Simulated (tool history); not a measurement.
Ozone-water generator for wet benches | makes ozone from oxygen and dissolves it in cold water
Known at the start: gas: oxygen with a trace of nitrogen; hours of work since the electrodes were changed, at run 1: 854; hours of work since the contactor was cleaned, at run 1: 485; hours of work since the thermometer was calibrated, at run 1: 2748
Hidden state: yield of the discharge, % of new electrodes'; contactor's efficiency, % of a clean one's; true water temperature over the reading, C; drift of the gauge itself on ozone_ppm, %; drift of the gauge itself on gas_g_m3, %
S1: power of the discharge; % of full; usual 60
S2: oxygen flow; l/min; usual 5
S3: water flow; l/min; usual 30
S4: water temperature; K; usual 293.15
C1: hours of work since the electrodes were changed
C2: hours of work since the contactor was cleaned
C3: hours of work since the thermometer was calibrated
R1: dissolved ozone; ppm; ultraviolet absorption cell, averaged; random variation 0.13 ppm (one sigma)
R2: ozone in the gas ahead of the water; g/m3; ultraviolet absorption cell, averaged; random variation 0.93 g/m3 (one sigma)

Run 1, hour 0: usual settings; C1 854; C2 485; C3 2748. Result: R1 12.5 ppm, R2 153.6 g/m3.
Run 2, hour 49: usual settings; C1 885; C2 516; C3 2778. Result: R1 12.5 ppm, R2 152.3 g/m3.
Run 3, hour 111.8: usual settings; C1 924; C2 555; C3 2818. Result: R1 12.7 ppm, R2 149.6 g/m3.
Run 4, hour 183.9: usual settings but S1 58 % of full; C1 969; C2 601; C3 2863. Result: R1 12.5 ppm, R2 148.9 g/m3.
Run 5, hour 222.8: usual settings; C1 994; C2 625; C3 2888. Result: R1 12.7 ppm, R2 152.9 g/m3.
Run 6, hour 303.9: usual settings; C1 1045; C2 676; C3 2939. Result: R1 12.7 ppm, R2 150.3 g/m3.
Run 7, hour 342.9: usual settings but S4 289.15 K; C1 1070; C2 701; C3 2963. Result: R1 13.1 ppm, R2 152.7 g/m3.
Run 8, hour 392.9: usual settings but S1 78 % of full, S2 6.18 l/min, S3 33 l/min; C1 1101; C2 732; C3 2995. Result: R1 13.8 ppm, R2 160.7 g/m3.
Run 9, hour 433.9: usual settings but S1 66 % of full, S2 3.68 l/min, S3 34 l/min, S4 294.15 K; C1 1127; C2 758; C3 3021. Result: R1 10.6 ppm, R2 181.5 g/m3.
Run 10, hour 516.2: usual settings but S1 56 % of full, S2 5.39 l/min, S3 22 l/min; C1 1178; C2 810; C3 3072. Result: R1 16.2 ppm, R2 142.1 g/m3.
Run 11, hour 555.9: usual settings but S1 56 % of full, S2 5.39 l/min, S3 22 l/min; C1 1203; C2 835; C3 3097. Result: R1 16.3 ppm, R2 140.3 g/m3.
Run 12, hour 614: usual settings but S1 56 % of full, S2 5.39 l/min, S3 22 l/min; C1 1240; C2 871; C3 3134. Result: R1 16 ppm, R2 141 g/m3.
Run 13, hour 669: usual settings but S1 49 % of full, S2 3.74 l/min; C1 1275; C2 906; C3 3168. Result: R1 10 ppm, R2 151.4 g/m3.

4 ways to go on from here, each from the tool as it stands after run 13. What would each give?
Run A, hour 720.5: usual settings but S1 56 % of full, S3 29 l/min; C1 1307; C2 938; C3 3201. Result: R1 ?, R2 ?.
Run B, hour 720.5: usual settings but S1 77 % of full, S2 3.74 l/min, S3 22 l/min, S4 290.15 K; C1 1307; C2 938; C3 3201. Result: R1 ?, R2 ?.
Run C, hour 720.5: usual settings but S1 41 % of full, S2 4.23 l/min, S4 289.15 K; C1 1307; C2 938; C3 3201. Result: R1 ?, R2 ?.
Run D, hour 720.5: usual settings but S3 34 l/min; C1 1307; C2 938; C3 3201. Result: R1 ?, R2 ?.

run    R1     R2
  A  12.6  143.8
  B  18.4  194.5
  C  10.3  131.3
  D  11.1  149.8
Without the tool's hidden state the same runs would have given:
run    R1     R2
  A  13.3  150.2
  B  19.6  204.9
  C  10.8    136
  D  11.8  156.7
